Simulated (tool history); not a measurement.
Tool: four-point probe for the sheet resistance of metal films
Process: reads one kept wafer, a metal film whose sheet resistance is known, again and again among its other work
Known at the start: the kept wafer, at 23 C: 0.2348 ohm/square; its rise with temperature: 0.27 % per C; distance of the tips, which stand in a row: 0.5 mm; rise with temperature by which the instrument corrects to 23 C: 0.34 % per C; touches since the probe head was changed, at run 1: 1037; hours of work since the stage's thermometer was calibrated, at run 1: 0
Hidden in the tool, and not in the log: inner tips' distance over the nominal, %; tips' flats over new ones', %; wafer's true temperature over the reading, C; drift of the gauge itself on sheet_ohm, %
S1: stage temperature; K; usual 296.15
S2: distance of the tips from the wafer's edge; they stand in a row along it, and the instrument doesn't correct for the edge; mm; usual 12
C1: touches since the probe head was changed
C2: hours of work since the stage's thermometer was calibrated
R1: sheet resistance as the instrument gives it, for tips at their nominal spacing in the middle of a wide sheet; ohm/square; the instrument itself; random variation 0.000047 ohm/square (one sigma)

| run | day | S1 | S2 | C1 | C2 | R1 |
|---|---|---|---|---|---|---|
| 1 | 0 | 296.15 | 12 | 1037 | 0 | 0.234739 |
| 2 | 0.8 | 296.15 | 12 | 1836 | 13 | 0.234856 |
| 3 | 2.367 | 296.15 | 12 | 3398 | 40 | 0.23488 |
| 4 | 3.162 | 296.15 | 12 | 4192 | 53 | 0.234802 |
| 5 | 4.7 | 296.15 | 36 | 5726 | 79 | 0.234613 |
| 6 | 6.304 | 296.15 | 36 | 7329 | 106 | 0.234721 |
| 7 | 7.429 | 296.15 | 36 | 8452 | 125 | 0.234644 |
| 8 | 8.475 | 296.15 | 36 | 9493 | 142 | 0.234697 |
| 9 | 9.488 | 296.15 | 12 | 10505 | 159 | 0.234982 |
| 10 | 11.038 | 300.15 | 12 | 12049 | 185 | 0.234217 |
| 11 | 12.408 | 292.15 | 12 | 13418 | 208 | 0.235572 |
| 12 | 13.842 | 292.15 | 12 | 14849 | 232 | 0.235607 |
| 13 | 14.767 | 292.15 | 12 | 15772 | 248 | 0.235681 |
| 14 | 15.875 | 291.15 | 12 | 16880 | 266 | 0.235844 |
| 15 | 17.421 | 291.15 | 12 | 18420 | 292 | 0.23587 |
| 16 | 18.117 | 296.15 | 12 | 19115 | 304 | 0.235019 |
| 17 | 18.796 | 296.15 | 12 | 19793 | 315 | 0.23507 |
| 18 | 19.867 | 296.15 | 12 | 20862 | 333 | 0.234969 |
| 19 | 21.046 | 295.15 | 12 | 22039 | 353 | 0.235219 |
| 20 | 21.954 | 295.15 | 12 | 22943 | 368 | 0.235226 |
| 21 | 23.442 | 295.15 | 10 | 24430 | 393 | 0.235367 |
| 22 | 24.646 | 295.15 | 10 | 25631 | 414 | 0.235302 |
| 23 | 25.529 | 307.15 | 40 | 26513 | 428 | 0.233202 |
| 24 | 26.538 | 295.15 | 29 | 27517 | 445 | 0.235088 |
| 25 | 27.679 | 293.15 | 12 | 28660 | 465 | 0.235652 |
| 26 | 29.067 | 293.15 | 12 | 30044 | 488 | 0.235651 |
| 27 | 30.404 | 299.15 | 30 | 31377 | 510 | 0.234553 |
| 28 | 31.421 | 295.15 | 22 | 32391 | 527 | 0.235214 |
| 29 | 32.308 | 295.15 | 22 | 33279 | 542 | 0.235084 |
| 30 | 33.358 | 300.15 | 10 | 34326 | 560 | 0.234641 |
| 31 | 34.529 | 291.15 | 30 | 35494 | 580 | 0.235939 |
| 32 | 36.033 | 291.15 | 30 | 36994 | 605 | 0.235908 |
| 33 | 37.488 | 296.15 | 49 | 38445 | 629 | 0.234995 |
| 34 | 38.612 | 296.15 | 49 | 39567 | 648 | 0.235092 |
| 35 | 39.821 | 296.15 | 4 | 40777 | 668 | 0.237032 |
| 36 | 40.821 | 291.15 | 18 | 41772 | 685 | 0.236001 |
| 37 | 42.279 | 291.15 | 18 | 43228 | 710 | 0.236031 |
| 38 | 43.029 | 291.15 | 18 | 43975 | 722 | 0.236024 |
| 39 | 44.15 | 297.15 | 31 | 45094 | 741 | 0.235022 |
| 40 | 45.304 | 299.15 | 6 | 46245 | 760 | 0.235495 |
| 41 | 46.221 | 295.15 | 12 | 47163 | 776 | 0.235524 |
| 42 | 47.55 | 296.15 | 7 | 48489 | 798 | 0.235769 |
| 43 | 49.112 | 296.15 | 5 | 50047 | 824 | 0.23646 |
| 44 | 50.538 | 303.15 | 6 | 51469 | 848 | 0.234922 |

Forecast each of these 4 alternatives for the next run:
| A | 51.862 | 296.15 | 7 | 52792 | 870 | ? |
| B | 51.862 | 303.15 | 6 | 52792 | 870 | ? |
| C | 51.862 | 303.15 | 7 | 52792 | 870 | ? |
| D | 51.862 | 297.15 | 6 | 52792 | 870 | ? |

| run | R1 |
|---|---|
| A | 0.235807 |
| B | 0.235056 |
| C | 0.234757 |
| D | 0.235922 |
Without the tool's hidden state the same runs would have given:
| run | R1 |
|---|---|
| A | 0.235371 |
| B | 0.234621 |
| C | 0.234322 |
| D | 0.235487 |
